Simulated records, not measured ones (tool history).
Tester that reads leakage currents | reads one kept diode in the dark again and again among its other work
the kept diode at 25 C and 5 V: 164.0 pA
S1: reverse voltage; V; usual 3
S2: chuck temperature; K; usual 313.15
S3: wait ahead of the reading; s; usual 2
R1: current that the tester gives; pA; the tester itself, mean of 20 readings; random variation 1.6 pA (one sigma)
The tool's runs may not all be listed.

{"run": 1, "hour": 0.0, "S1": 3, "S2": 313.15, "S3": 2, "R1": 558.19}
{"run": 2, "hour": 27.8, "S1": 3, "S2": 313.15, "S3": 2, "R1": 558.48}
{"run": 3, "hour": 63.2, "S1": 3, "S2": 313.15, "S3": 2, "R1": 559.36}
{"run": 4, "hour": 105.8, "S1": 3, "S2": 313.15, "S3": 2, "R1": 559.51}
{"run": 5, "hour": 149.0, "S1": 3, "S2": 313.15, "S3": 2, "R1": 556.74}
{"run": 6, "hour": 176.6, "S1": 7.13, "S2": 313.15, "S3": 2, "R1": 745.52}
{"run": 7, "hour": 218.5, "S1": 7.13, "S2": 313.15, "S3": 2, "R1": 745.9}
{"run": 8, "hour": 238.2, "S1": 7.13, "S2": 313.15, "S3": 2, "R1": 746.95}
{"run": 9, "hour": 265.3, "S1": 3, "S2": 309.15, "S3": 2, "R1": 399.63}
{"run": 10, "hour": 290.2, "S1": 3, "S2": 309.15, "S3": 2, "R1": 400.23}
{"run": 11, "hour": 318.8, "S1": 3, "S2": 309.15, "S3": 2, "R1": 398.68}
{"hour": 325.0, "done": "chuck's temperature calibrated"}
{"run": 12, "hour": 356.9, "S1": 3, "S2": 309.15, "S3": 2, "R1": 407.45}
{"run": 13, "hour": 388.3, "S1": 3, "S2": 310.15, "S3": 2, "R1": 443.68}
{"run": 14, "hour": 425.1, "S1": 3, "S2": 310.15, "S3": 2, "R1": 445.04}
{"hour": 444.1, "done": "chuck's temperature calibrated, once more"}
{"run": 15, "hour": 450.9, "S1": 3, "S2": 310.15, "S3": 2, "R1": 417.61}
{"run": 16, "hour": 494.2, "S1": 3, "S2": 310.15, "S3": 2, "R1": 416.86}
{"run": 17, "hour": 516.2, "S1": 3, "S2": 313.15, "S3": 2, "R1": 539.29}
{"run": 18, "hour": 555.5, "S1": 3, "S2": 313.15, "S3": 2, "R1": 540.66}
{"run": 19, "hour": 592.9, "S1": 3, "S2": 324.15, "S3": 0.74, "R1": 1340.96}
{"run": 20, "hour": 626.6, "S1": 3, "S2": 324.15, "S3": 0.74, "R1": 1340.49}
{"run": 21, "hour": 661.0, "S1": 2.9, "S2": 313.15, "S3": 2.31, "R1": 536.18}
{"run": 22, "hour": 704.1, "S1": 11.57, "S2": 313.15, "S3": 4.86, "R1": 852.68}
{"run": 23, "hour": 744.6, "S1": 11.57, "S2": 313.15, "S3": 4.86, "R1": 848.35}
{"run": 24, "hour": 780.0, "S1": 11.57, "S2": 313.15, "S3": 4.86, "R1": 854.44}
{"run": 25, "hour": 822.1, "S1": 4.75, "S2": 313.15, "S3": 3.45, "R1": 636.15}
{"run": 26, "hour": 848.0, "S1": 1.44, "S2": 294.15, "S3": 0.41, "R1": 78.61}
{"run": 27, "hour": 891.1, "S1": 1.44, "S2": 294.15, "S3": 4.04, "R1": 78.08}
{"run": 28, "hour": 933.2, "S1": 2.05, "S2": 294.15, "S3": 4.04, "R1": 88.59}
{"run": 29, "hour": 963.0, "S1": 1.5, "S2": 307.15, "S3": 3.58, "R1": 257.87}
{"hour": 977.2, "done": "probe card cleaned and baked"}
{"run": 30, "hour": 992.6, "S1": 5.63, "S2": 305.15, "S3": 2, "R1": 323.23}
{"run": 31, "hour": 1015.6, "S1": 6.98, "S2": 305.15, "S3": 5.65, "R1": 346.84}
{"run": 32, "hour": 1050.5, "S1": 4.94, "S2": 305.15, "S3": 5.65, "R1": 311.58}
{"run": 33, "hour": 1090.2, "S1": 4.94, "S2": 314.15, "S3": 1.06, "R1": 687.67}
{"run": 34, "hour": 1132.1, "S1": 4.94, "S2": 303.15, "S3": 1.4, "R1": 259.83}
{"run": 35, "hour": 1152.2, "S1": 5.56, "S2": 319.15, "S3": 4.68, "R1": 1093.37}
{"run": 36, "hour": 1176.4, "S1": 16.28, "S2": 331.15, "S3": 0.93, "R1": 4020.39}

4 ways to go on from here, each from the tool as it stands after run 36. What would each give?
{"run": "A", "hour": 1203.5, "S1": 11.3, "S2": 313.15, "S3": 2, "R1": "?"}
{"run": "B", "hour": 1203.5, "S1": 2.74, "S2": 321.15, "S3": 1.59, "R1": "?"}
{"run": "C", "hour": 1203.5, "S1": 2, "S2": 298.15, "S3": 1.02, "R1": "?"}
{"run": "D", "hour": 1203.5, "S1": 12.99, "S2": 296.15, "S3": 8.05, "R1": "?"}

run=A R1=826.77
run=B R1=1033.2
run=C R1=123.16
run=D R1=187.43
Without the tool's hidden state the same runs would have given:
run=A R1=828.61
run=B R1=1039.36
run=C R1=123.16
run=D R1=184.65

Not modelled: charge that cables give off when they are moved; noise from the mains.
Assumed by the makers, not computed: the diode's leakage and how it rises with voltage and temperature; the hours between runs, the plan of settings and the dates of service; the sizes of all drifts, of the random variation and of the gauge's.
